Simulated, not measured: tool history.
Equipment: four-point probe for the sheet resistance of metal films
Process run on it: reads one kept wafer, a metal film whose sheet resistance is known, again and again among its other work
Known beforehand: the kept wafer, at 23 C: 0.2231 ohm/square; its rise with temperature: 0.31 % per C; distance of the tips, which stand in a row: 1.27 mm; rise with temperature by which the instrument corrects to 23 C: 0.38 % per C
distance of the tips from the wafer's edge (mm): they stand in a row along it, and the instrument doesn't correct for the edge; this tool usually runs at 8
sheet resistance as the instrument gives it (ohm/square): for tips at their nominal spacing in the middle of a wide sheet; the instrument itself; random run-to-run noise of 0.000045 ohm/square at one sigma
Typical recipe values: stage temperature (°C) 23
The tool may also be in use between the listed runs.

| run | hour | stage temperature (°C) | distance of the tips from the wafer's edge (mm) | sheet resistance as the instrument gives it (ohm/square) |
|---|---|---|---|---|
| 1 | 0 | 23 | 8 | 0.225955 |
| 2 | 27.3 | 23 | 8 | 0.225816 |
| 3 | 44.2 | 21 | 8 | 0.226186 |
| 4 | 58.6 | 21 | 8 | 0.226148 |
| 5 | 77.5 | 23 | 3 | 0.242186 |
|  | 79.9 | stage's thermometer calibrated |
| 6 | 103.3 | 19 | 10 | 0.225341 |
| 7 | 125.4 | 23 | 5 | 0.230087 |
| 8 | 145.9 | 22 | 5 | 0.230199 |
| 9 | 158.3 | 20 | 4 | 0.234459 |
| 10 | 173.9 | 20 | 4 | 0.234492 |

Subtracting, for every run, the result it would have given without the tool's unlogged condition from the measured result gives the following. The same run-to-run variation enters both numbers; the gauge's scatter may not:
Unlogged tool condition in this case: inner tips' distance over the nominal, %; tips' flats over new ones', %; wafer's true temperature over the reading, C; drift of the gauge itself on sheet_ohm, %.
| run | sheet resistance as the instrument gives it (ohm/square) |
|---|---|
| 1 | -0.000162 |
| 2 | -0.000231 |
| 3 | -0.000272 |
| 4 | -0.000308 |
| 5 | -0.000377 |
| 6 | -0.000385 |
| 7 | -0.000449 |
| 8 | -0.000501 |
| 9 | -0.00054 |
| 10 | -0.000585 |
